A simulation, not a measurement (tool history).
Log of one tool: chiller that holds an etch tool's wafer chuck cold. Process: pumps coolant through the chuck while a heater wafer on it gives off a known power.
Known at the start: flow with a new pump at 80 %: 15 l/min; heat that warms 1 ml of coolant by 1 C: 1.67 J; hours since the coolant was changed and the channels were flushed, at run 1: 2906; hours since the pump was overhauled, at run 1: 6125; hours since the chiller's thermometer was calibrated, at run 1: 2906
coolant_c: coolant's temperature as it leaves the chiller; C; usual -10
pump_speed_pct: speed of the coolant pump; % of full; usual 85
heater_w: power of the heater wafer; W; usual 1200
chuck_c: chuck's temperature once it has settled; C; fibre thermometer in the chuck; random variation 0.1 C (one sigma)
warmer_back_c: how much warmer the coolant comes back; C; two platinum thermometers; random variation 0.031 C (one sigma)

run	hour	coolant_c	pump_speed_pct	heater_w	hours since the coolant was changed and the channels were flushed	hours since the pump was overhauled	hours since the chiller's thermometer was calibrated	chuck_c	warmer_back_c
1	0	-10	85	1200	2906	6125	2906	3.3	2.66
2	108.8	-10	85	1200	3015	6234	3015	3	2.65
3	228	-14	85	1200	3134	6353	3134	-0.9	2.64
4	337.3	-14	85	1200	3243	6463	3243	-1.1	2.65
5	469.8	-10	85	1200	3376	6595	3376	3.1	2.66
# hour 502.7: chiller's thermometer calibrated
6	608.2	-10	85	1200	3513	6732	106	2.9	2.69
7	824.3	0	60	768	3729	6949	322	10.3	2.49
8	1031.1	0	60	768	3936	7155	528	10.5	2.45
9	1127.3	0	60	768	4032	7252	625	10.4	2.46
# hour 1175.4: coolant pump overhauled
10	1258.3	-15	74	1200	4158	83	751	-0.9	2.99
11	1353.9	-15	74	1200	4254	179	846	-0.9	3.08

The same runs without the tool's hidden state, with the same run-to-run variation:
The hidden state here: heat passed by the chuck's channels, % of clean ones'; flow at a given pump speed, % of a new pump's; coolant's true temperature over the reading, C; drift of the gauge itself on chuck_c, C; drift of the gauge itself on warmer_back_c, C.
run	warmer_back_c
1	2.66
2	2.65
3	2.65
4	2.66
5	2.68
6	2.72
7	2.53
8	2.5
9	2.51
10	3.05
11	3.15
chuck_c: within 0.1 C of the measured result in every run.
